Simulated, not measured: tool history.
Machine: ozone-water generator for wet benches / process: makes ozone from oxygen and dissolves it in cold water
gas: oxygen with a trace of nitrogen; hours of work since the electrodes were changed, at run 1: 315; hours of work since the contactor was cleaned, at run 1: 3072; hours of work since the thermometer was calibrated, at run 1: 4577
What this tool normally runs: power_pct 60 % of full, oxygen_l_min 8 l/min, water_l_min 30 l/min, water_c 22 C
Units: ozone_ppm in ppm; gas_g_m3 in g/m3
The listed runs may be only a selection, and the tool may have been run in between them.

run,hour,power_pct,oxygen_l_min,water_l_min,water_c,hours of work since the electrodes were changed,hours of work since the contactor was cleaned,hours of work since the thermometer was calibrated,ozone_ppm,gas_g_m3
1,0,60,8,30,22,315,3072,4577,17.6,170.1
2,58.4,60,8,24,22,372,3129,4634,21.1,168.3
3,97.4,60,8,24,22,410,3167,4672,21.2,169.6
4,143.4,60,8,24,22,455,3212,4717,21,171.4
5,194.6,60,8,24,22,505,3262,4767,21,170.2
6,233.5,60,8,24,23,543,3300,4804,20.3,168.7
7,259.4,60,8,24,23,568,3325,4830,20.5,166.7
8,289.3,60,8,24,23,597,3354,4859,20.3,167.1
9,325.1,60,8,30,22,632,3389,4894,17.4,166.7
10,363.2,60,8,30,22,669,3426,4931,17.4,166.3
11,421.2,60,8,30,22,725,3483,4987,17.4,169.2
12,473.8,60,9.27,30,22,777,3534,5038,17.9,160.8
13,514.7,63,9.91,41,16,816,3574,5078,15.7,160.9
14,568.9,63,9.91,41,16,869,3627,5131,15.2,160.6
15,607.9,63,9.91,41,16,907,3665,5169,15.4,161.9
# hour 625.6: contactor cleaned
16,667.9,63,9.91,41,16,962,41,5224,15.7,158.9
17,723.1,63,9.91,41,16,1016,95,5277,15.7,160.4
18,747.4,50,11.59,41,27,1039,119,5301,11.8,129.7
19,789.4,42,11.59,41,17,1080,160,5342,12.2,116
20,831.5,62,5.61,41,17,1121,200,5383,12.7,188.3
21,889.2,62,5.61,41,17,1177,257,5439,12.7,187.6
22,943.3,49,12.2,24,17,1230,309,5492,20.8,126.8
23,967,58,12.2,24,25,1253,333,5515,19.6,140.8
24,1022.1,58,12.2,24,25,1307,386,5569,19.9,141.5

Predict each of these 4 candidate next runs independently; none follows another, all start after run 24:
A,1053.2,45,4.1,24,25,1337,416,5599,?,?
B,1053.2,60,8,30,29,1337,416,5599,?,?
C,1053.2,96,12.2,24,25,1337,416,5599,?,?
D,1053.2,58,12.2,19,25,1337,416,5599,?,?

run,ozone_ppm,gas_g_m3
A,14.5,169.6
B,15.6,164
C,27.3,195.2
D,22.2,139.5
What these runs would have given with no unlogged condition in the tool:
run,ozone_ppm,gas_g_m3
A,15,175.2
B,16.3,171
C,29.1,206.4
D,23.3,145.3

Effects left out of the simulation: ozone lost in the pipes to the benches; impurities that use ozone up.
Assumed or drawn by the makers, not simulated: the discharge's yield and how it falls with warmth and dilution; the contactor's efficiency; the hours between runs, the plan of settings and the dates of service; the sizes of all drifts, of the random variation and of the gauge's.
